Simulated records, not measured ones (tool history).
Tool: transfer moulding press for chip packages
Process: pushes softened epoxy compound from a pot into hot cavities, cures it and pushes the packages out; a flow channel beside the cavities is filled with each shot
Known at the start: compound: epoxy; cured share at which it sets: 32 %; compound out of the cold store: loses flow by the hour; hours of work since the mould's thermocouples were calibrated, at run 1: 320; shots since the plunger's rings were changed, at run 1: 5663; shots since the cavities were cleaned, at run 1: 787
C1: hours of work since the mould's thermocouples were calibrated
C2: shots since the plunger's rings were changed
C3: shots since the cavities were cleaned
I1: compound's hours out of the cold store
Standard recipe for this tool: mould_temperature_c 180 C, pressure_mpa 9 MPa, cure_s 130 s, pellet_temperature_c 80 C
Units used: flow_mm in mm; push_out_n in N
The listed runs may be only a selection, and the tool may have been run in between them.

Run 1, hour 0: usual settings; C1 320; C2 5663; C3 787; I1 21.8. Result: flow_mm 647 mm, push_out_n 648 N.
Run 2, hour 12.2: usual settings; C1 328; C2 5774; C3 898; I1 41.9. Result: flow_mm 565 mm, push_out_n 645 N.
Run 3, hour 23.3: usual settings but pressure_mpa 10.83 MPa; C1 336; C2 5874; C3 998; I1 8.3. Result: flow_mm 779 mm, push_out_n 667 N.
At hour 27.9: cavities cleaned with cleaning compound and waxed.
Run 4, hour 31.3: usual settings but pressure_mpa 10.83 MPa; C1 340; C2 5934; C3 31; I1 19. Result: flow_mm 720 mm, push_out_n 396 N.
Run 5, hour 42: usual settings but pressure_mpa 10.83 MPa; C1 347; C2 6030; C3 127; I1 36.4. Result: flow_mm 635 mm, push_out_n 440 N.
Run 6, hour 52.8: usual settings; C1 355; C2 6129; C3 226; I1 27.8. Result: flow_mm 615 mm, push_out_n 479 N.
Run 7, hour 62.7: usual settings; C1 361; C2 6219; C3 316; I1 42.6. Result: flow_mm 558 mm, push_out_n 512 N.
Run 8, hour 72.8: usual settings but cure_s 146 s; C1 368; C2 6310; C3 407; I1 33.5. Result: flow_mm 594 mm, push_out_n 526 N.
Run 9, hour 78.4: usual settings but cure_s 146 s; C1 372; C2 6361; C3 458; I1 20.4. Result: flow_mm 643 mm, push_out_n 546 N.
Run 10, hour 89.2: usual settings; C1 379; C2 6459; C3 556; I1 28.1. Result: flow_mm 603 mm, push_out_n 599 N.
At hour 92.3: mould's thermocouples calibrated.
Run 11, hour 100.2: usual settings; C1 5; C2 6540; C3 637; I1 39.9. Result: flow_mm 560 mm, push_out_n 628 N.
At hour 107.2: plunger's sealing rings changed.
At hour 116.4: mould's thermocouples calibrated, once more.
Run 12, hour 116.5: usual settings but cure_s 155 s; C1 0; C2 65; C3 744; I1 21.1. Result: flow_mm 733 mm, push_out_n 598 N.
Run 13, hour 126.2: usual settings; C1 7; C2 154; C3 833; I1 31.2. Result: flow_mm 678 mm, push_out_n 639 N.
Run 14, hour 132.9: usual settings but pellet_temperature_c 84 C; C1 11; C2 215; C3 894; I1 40. Result: flow_mm 641 mm, push_out_n 658 N.
Run 15, hour 145.5: usual settings but pellet_temperature_c 84 C; C1 19; C2 329; C3 1008; I1 28.2. Result: flow_mm 699 mm, push_out_n 665 N.
At hour 148.7: cavities cleaned with cleaning compound and waxed.
Run 16, hour 159.5: usual settings but mould_temperature_c 173 C, pressure_mpa 10.9 MPa, cure_s 126 s, pellet_temperature_c 84 C; C1 28; C2 442; C3 98; I1 41.9. Result: flow_mm 713 mm, push_out_n 507 N.
Run 17, hour 167: usual settings but mould_temperature_c 175 C, pressure_mpa 9.38 MPa, cure_s 126 s, pellet_temperature_c 84 C; C1 33; C2 511; C3 167; I1 31.8. Result: flow_mm 709 mm, push_out_n 519 N.
Run 18, hour 177: usual settings but mould_temperature_c 177 C, pressure_mpa 9.38 MPa, cure_s 135 s, pellet_temperature_c 86 C; C1 40; C2 601; C3 257; I1 47.7. Result: flow_mm 624 mm, push_out_n 474 N.
Run 19, hour 190: usual settings but mould_temperature_c 175 C, pressure_mpa 9.38 MPa, cure_s 114 s, pellet_temperature_c 86 C; C1 48; C2 719; C3 375; I1 20.3. Result: flow_mm 757 mm, push_out_n 721 N.
Run 20, hour 195.9: usual settings but mould_temperature_c 184 C, pressure_mpa 8.42 MPa; C1 52; C2 772; C3 428; I1 11.3. Result: flow_mm 736 mm, push_out_n 540 N.
Run 21, hour 203.5: usual settings but mould_temperature_c 184 C, pressure_mpa 8.42 MPa; C1 57; C2 841; C3 497; I1 12.2. Result: flow_mm 724 mm, push_out_n 551 N.
Run 22, hour 209.3: usual settings but pressure_mpa 7.56 MPa, pellet_temperature_c 88 C; C1 61; C2 894; C3 550; I1 29.9. Result: flow_mm 620 mm, push_out_n 573 N.
Run 23, hour 218.4: usual settings but pressure_mpa 9.56 MPa; C1 67; C2 977; C3 633; I1 37.3. Result: flow_mm 670 mm, push_out_n 584 N.
Run 24, hour 226.4: usual settings but mould_temperature_c 177 C, pressure_mpa 7.46 MPa, pellet_temperature_c 89 C; C1 73; C2 1050; C3 706; I1 11.3. Result: flow_mm 706 mm, push_out_n 691 N.
Run 25, hour 240.3: usual settings but mould_temperature_c 177 C, pressure_mpa 7.46 MPa, pellet_temperature_c 89 C; C1 82; C2 1175; C3 831; I1 19.9. Result: flow_mm 668 mm, push_out_n 695 N.
Run 26, hour 246.2: usual settings but mould_temperature_c 181 C, cure_s 122 s, pellet_temperature_c 83 C; C1 86; C2 1229; C3 885; I1 40.2. Result: flow_mm 625 mm, push_out_n 649 N.
Run 27, hour 258: usual settings but mould_temperature_c 181 C, cure_s 122 s, pellet_temperature_c 83 C; C1 94; C2 1337; C3 993; I1 11.3. Result: flow_mm 755 mm, push_out_n 686 N.
At hour 262.5: cavities cleaned with cleaning compound and waxed.
Run 28, hour 269: usual settings but mould_temperature_c 181 C, cure_s 122 s, pellet_temperature_c 83 C; C1 100; C2 1423; C3 60; I1 10.4. Result: flow_mm 757 mm, push_out_n 395 N.

Take each entry between the runs: how does the hidden state at the last listed run before it differ from the hidden state at the first listed run after it?
Between runs 3 and 4: cavities cleaned with cleaning compound and waxed (hour 27.9)
  true mould temperature over the reading, C: -0.75 -> -0.76; pressure that reaches the compound, % of what is set: 77.67 -> 77.45; grip of the stained cavities, % over clean ones': 80.5 -> 6.6
  measured minus no-state result, flow_mm: -101 -> -96 mm; push_out_n: +299 -> +29 N
Between runs 10 and 11: mould's thermocouples calibrated (hour 92.3)
  true mould temperature over the reading, C: -0.85 -> -1.39; pressure that reaches the compound, % of what is set: 75.47 -> 75.15; grip of the stained cavities, % over clean ones': 58.6 -> 64
  measured minus no-state result, flow_mm: -89 -> -82 mm; push_out_n: +225 -> +252 N
Between runs 11 and 12: plunger's sealing rings changed (hour 107.2); mould's thermocouples calibrated, once more (hour 116.4)
  true mould temperature over the reading, C: -1.39 -> 0.37; pressure that reaches the compound, % of what is set: 75.15 -> 99.74; grip of the stained cavities, % over clean ones': 64 -> 70.5
  measured minus no-state result, flow_mm: -82 -> -2 mm; push_out_n: +252 -> +244 N
Between runs 15 and 16: cavities cleaned with cleaning compound and waxed (hour 148.7)
  true mould temperature over the reading, C: 0.32 -> 0.31; pressure that reaches the compound, % of what is set: 98.79 -> 98.33; grip of the stained cavities, % over clean ones': 82.7 -> 13.7
  measured minus no-state result, flow_mm: -6 -> -7 mm; push_out_n: +299 -> +55 N
Between runs 27 and 28: cavities cleaned with cleaning compound and waxed (hour 262.5)
  true mould temperature over the reading, C: 0.15 -> 0.14; pressure that reaches the compound, % of what is set: 94.92 -> 94.6; grip of the stained cavities, % over clean ones': 81.3 -> 8.5
  measured minus no-state result, flow_mm: -21 -> -22 mm; push_out_n: +305 -> +30 N
